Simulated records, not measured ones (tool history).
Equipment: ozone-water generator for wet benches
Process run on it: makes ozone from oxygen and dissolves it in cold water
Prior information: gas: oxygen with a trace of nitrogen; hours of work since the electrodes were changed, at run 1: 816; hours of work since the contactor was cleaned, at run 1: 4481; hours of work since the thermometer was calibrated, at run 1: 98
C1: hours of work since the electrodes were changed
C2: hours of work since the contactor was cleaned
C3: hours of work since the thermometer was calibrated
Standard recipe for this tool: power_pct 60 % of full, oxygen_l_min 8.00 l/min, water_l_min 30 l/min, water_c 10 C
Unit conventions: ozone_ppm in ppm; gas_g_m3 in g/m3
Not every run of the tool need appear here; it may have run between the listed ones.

run 1 hour=0.0 | power_pct=60 oxygen_l_min=8.00 water_l_min=30 water_c=10 | C1=816 C2=4481 C3=98 | ozone_ppm=19.4 gas_g_m3=159.8
run 2 hour=26.7 | power_pct=60 oxygen_l_min=8.00 water_l_min=33 water_c=10 | C1=842 C2=4507 C3=124 | ozone_ppm=18.0 gas_g_m3=161.3
run 3 hour=55.3 | power_pct=60 oxygen_l_min=8.00 water_l_min=30 water_c=10 | C1=870 C2=4536 C3=152 | ozone_ppm=19.5 gas_g_m3=158.6
run 4 hour=97.2 | power_pct=60 oxygen_l_min=8.00 water_l_min=30 water_c=16 | C1=911 C2=4577 C3=193 | ozone_ppm=18.0 gas_g_m3=161.5
run 5 hour=129.6 | power_pct=60 oxygen_l_min=8.00 water_l_min=30 water_c=16 | C1=943 C2=4608 C3=225 | ozone_ppm=18.0 gas_g_m3=159.3
run 6 hour=162.2 | power_pct=60 oxygen_l_min=8.00 water_l_min=40 water_c=10 | C1=975 C2=4640 C3=257 | ozone_ppm=14.7 gas_g_m3=162.4
run 7 hour=201.6 | power_pct=60 oxygen_l_min=8.00 water_l_min=40 water_c=10 | C1=1013 C2=4679 C3=295 | ozone_ppm=14.7 gas_g_m3=160.0
run 8 hour=233.0 | power_pct=60 oxygen_l_min=8.00 water_l_min=40 water_c=10 | C1=1044 C2=4710 C3=326 | ozone_ppm=14.6 gas_g_m3=158.8
run 9 hour=272.1 | power_pct=60 oxygen_l_min=8.00 water_l_min=30 water_c=12 | C1=1083 C2=4748 C3=365 | ozone_ppm=18.7 gas_g_m3=161.4
run 10 hour=311.2 | power_pct=60 oxygen_l_min=8.00 water_l_min=30 water_c=10 | C1=1121 C2=4786 C3=403 | ozone_ppm=19.4 gas_g_m3=160.1
run 11 hour=364.1 | power_pct=60 oxygen_l_min=8.00 water_l_min=29 water_c=10 | C1=1173 C2=4838 C3=455 | ozone_ppm=19.5 gas_g_m3=159.7
-- hour=372.0 contactor cleaned
run 12 hour=423.9 | power_pct=60 oxygen_l_min=8.00 water_l_min=29 water_c=10 | C1=1227 C2=51 C3=509 | ozone_ppm=19.4 gas_g_m3=158.2
-- hour=475.9 contactor cleaned, once more
run 13 hour=480.9 | power_pct=60 oxygen_l_min=8.00 water_l_min=29 water_c=10 | C1=1279 C2=5 C3=561 | ozone_ppm=20.6 gas_g_m3=160.3
run 14 hour=537.4 | power_pct=60 oxygen_l_min=8.00 water_l_min=44 water_c=10 | C1=1335 C2=60 C3=617 | ozone_ppm=13.5 gas_g_m3=161.6
run 15 hour=573.6 | power_pct=69 oxygen_l_min=8.00 water_l_min=30 water_c=10 | C1=1370 C2=96 C3=652 | ozone_ppm=22.5 gas_g_m3=179.8
run 16 hour=605.8 | power_pct=89 oxygen_l_min=8.00 water_l_min=30 water_c=10 | C1=1402 C2=127 C3=684 | ozone_ppm=27.6 gas_g_m3=222.3
run 17 hour=655.8 | power_pct=89 oxygen_l_min=8.00 water_l_min=30 water_c=10 | C1=1451 C2=176 C3=733 | ozone_ppm=27.9 gas_g_m3=220.6
run 18 hour=702.4 | power_pct=47 oxygen_l_min=8.00 water_l_min=40 water_c=10 | C1=1496 C2=222 C3=778 | ozone_ppm=12.2 gas_g_m3=129.2
run 19 hour=749.8 | power_pct=47 oxygen_l_min=8.00 water_l_min=40 water_c=14 | C1=1543 C2=268 C3=825 | ozone_ppm=11.6 gas_g_m3=129.0
run 20 hour=788.7 | power_pct=60 oxygen_l_min=14.31 water_l_min=30 water_c=12 | C1=1581 C2=307 C3=863 | ozone_ppm=19.3 gas_g_m3=117.1
run 21 hour=820.0 | power_pct=81 oxygen_l_min=14.31 water_l_min=40 water_c=12 | C1=1612 C2=337 C3=894 | ozone_ppm=19.6 gas_g_m3=150.0
run 22 hour=855.1 | power_pct=56 oxygen_l_min=8.01 water_l_min=24 water_c=16 | C1=1646 C2=372 C3=928 | ozone_ppm=21.0 gas_g_m3=149.7
run 23 hour=907.8 | power_pct=56 oxygen_l_min=8.01 water_l_min=24 water_c=16 | C1=1698 C2=423 C3=980 | ozone_ppm=20.8 gas_g_m3=149.6
run 24 hour=943.3 | power_pct=56 oxygen_l_min=6.03 water_l_min=23 water_c=16 | C1=1733 C2=458 C3=1015 | ozone_ppm=21.3 gas_g_m3=172.1
run 25 hour=971.8 | power_pct=56 oxygen_l_min=6.03 water_l_min=23 water_c=16 | C1=1761 C2=486 C3=1042 | ozone_ppm=21.3 gas_g_m3=173.1
run 26 hour=1026.6 | power_pct=56 oxygen_l_min=6.03 water_l_min=23 water_c=16 | C1=1814 C2=540 C3=1096 | ozone_ppm=21.6 gas_g_m3=171.3
run 27 hour=1079.2 | power_pct=82 oxygen_l_min=5.18 water_l_min=44 water_c=7 | C1=1866 C2=591 C3=1148 | ozone_ppm=16.2 gas_g_m3=256.5
run 28 hour=1125.1 | power_pct=82 oxygen_l_min=4.18 water_l_min=44 water_c=7 | C1=1911 C2=636 C3=1193 | ozone_ppm=15.3 gas_g_m3=288.3
run 29 hour=1154.5 | power_pct=82 oxygen_l_min=4.18 water_l_min=44 water_c=7 | C1=1940 C2=665 C3=1222 | ozone_ppm=15.3 gas_g_m3=289.8
run 30 hour=1193.6 | power_pct=46 oxygen_l_min=4.18 water_l_min=32 water_c=6 | C1=1978 C2=703 C3=1260 | ozone_ppm=13.8 gas_g_m3=178.2
run 31 hour=1231.4 | power_pct=55 oxygen_l_min=9.03 water_l_min=31 water_c=9 | C1=2015 C2=740 C3=1297 | ozone_ppm=18.1 gas_g_m3=137.3
run 32 hour=1259.8 | power_pct=60 oxygen_l_min=11.14 water_l_min=30 water_c=15 | C1=2043 C2=768 C3=1325 | ozone_ppm=18.3 gas_g_m3=131.3

What if the next run were any one of these 5? Each begins from the tool's condition after run 32:
run A hour=1306.0 | power_pct=93 oxygen_l_min=5.88 water_l_min=23 water_c=10 | C1=2088 C2=814 C3=1370 | ozone_ppm=? gas_g_m3=?
run B hour=1306.0 | power_pct=60 oxygen_l_min=11.14 water_l_min=33 water_c=9 | C1=2088 C2=814 C3=1370 | ozone_ppm=? gas_g_m3=?
run C hour=1306.0 | power_pct=45 oxygen_l_min=4.03 water_l_min=24 water_c=10 | C1=2088 C2=814 C3=1370 | ozone_ppm=? gas_g_m3=?
run D hour=1306.0 | power_pct=83 oxygen_l_min=4.28 water_l_min=30 water_c=10 | C1=2088 C2=814 C3=1370 | ozone_ppm=? gas_g_m3=?
run E hour=1306.0 | power_pct=92 oxygen_l_min=11.14 water_l_min=26 water_c=7 | C1=2088 C2=814 C3=1370 | ozone_ppm=? gas_g_m3=?

run=A ozone_ppm=34.9 gas_g_m3=264.8
run=B ozone_ppm=18.6 gas_g_m3=132.3
run=C ozone_ppm=17.6 gas_g_m3=176.7
run=D ozone_ppm=23.3 gas_g_m3=288.5
run=E ozone_ppm=33.4 gas_g_m3=188.9
Had the tool no hidden state, the same runs would have come out as:
run=A ozone_ppm=36.9 gas_g_m3=278.9
run=B ozone_ppm=19.4 gas_g_m3=137.2
run=C ozone_ppm=18.1 gas_g_m3=181.4
run=D ozone_ppm=24.7 gas_g_m3=302.6
run=E ozone_ppm=35.4 gas_g_m3=198.8

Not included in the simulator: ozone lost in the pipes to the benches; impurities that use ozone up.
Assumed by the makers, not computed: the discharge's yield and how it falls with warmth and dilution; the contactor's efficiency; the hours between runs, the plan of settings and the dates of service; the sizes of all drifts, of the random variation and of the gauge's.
